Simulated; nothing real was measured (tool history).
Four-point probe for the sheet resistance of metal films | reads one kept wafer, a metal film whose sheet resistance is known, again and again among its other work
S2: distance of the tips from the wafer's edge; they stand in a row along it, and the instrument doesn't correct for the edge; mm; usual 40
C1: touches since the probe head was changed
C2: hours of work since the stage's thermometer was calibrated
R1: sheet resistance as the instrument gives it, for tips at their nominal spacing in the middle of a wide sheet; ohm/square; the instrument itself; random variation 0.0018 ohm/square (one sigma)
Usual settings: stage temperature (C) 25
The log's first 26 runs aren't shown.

{"run": 27, "hour": 1038.4, "stage temperature (C)": 28, "S2": 8, "C1": 140654, "C2": 1018, "R1": 9.336159}
{"run": 28, "hour": 1083.6, "stage temperature (C)": 28, "S2": 8, "C1": 142228, "C2": 1039, "R1": 9.340248}
{"run": 29, "hour": 1113.9, "stage temperature (C)": 28, "S2": 8, "C1": 143283, "C2": 1053, "R1": 9.340111}
{"run": 30, "hour": 1156.7, "stage temperature (C)": 30, "S2": 7, "C1": 144776, "C2": 1073, "R1": 9.34177}
{"run": 31, "hour": 1182.7, "stage temperature (C)": 25, "S2": 37, "C1": 145683, "C2": 1085, "R1": 9.325231}
{"run": 32, "hour": 1211.7, "stage temperature (C)": 25, "S2": 37, "C1": 146693, "C2": 1098, "R1": 9.325656}
{"run": 33, "hour": 1265.8, "stage temperature (C)": 19, "S2": 4, "C1": 148578, "C2": 1123, "R1": 9.472952}
{"run": 34, "hour": 1292.1, "stage temperature (C)": 19, "S2": 4, "C1": 149494, "C2": 1135, "R1": 9.472541}
{"hour": 1330.8, "done": "new probe head fitted"}
{"run": 35, "hour": 1340.5, "stage temperature (C)": 26, "S2": 5, "C1": 339, "C2": 1157, "R1": 9.240193}
{"run": 36, "hour": 1391.1, "stage temperature (C)": 19, "S2": 6, "C1": 2104, "C2": 1181, "R1": 9.249853}
{"run": 37, "hour": 1443.3, "stage temperature (C)": 33, "S2": 53, "C1": 3925, "C2": 1205, "R1": 9.139991}
{"run": 38, "hour": 1496.4, "stage temperature (C)": 19, "S2": 37, "C1": 5775, "C2": 1229, "R1": 9.198108}

Forecast each of these 3 alternatives for the next run:
{"run": "A", "hour": 1520.7, "stage temperature (C)": 25, "S2": 5, "C1": 6620, "C2": 1240, "R1": "?"}
{"run": "B", "hour": 1520.7, "stage temperature (C)": 30, "S2": 5, "C1": 6620, "C2": 1240, "R1": "?"}
{"run": "C", "hour": 1520.7, "stage temperature (C)": 27, "S2": 4, "C1": 6620, "C2": 1240, "R1": "?"}

run=A R1=9.254565
run=B R1=9.233150
run=C R1=9.289637
Without the tool's hidden state the same runs would have given:
run=A R1=9.261797
run=B R1=9.240462
run=C R1=9.296931
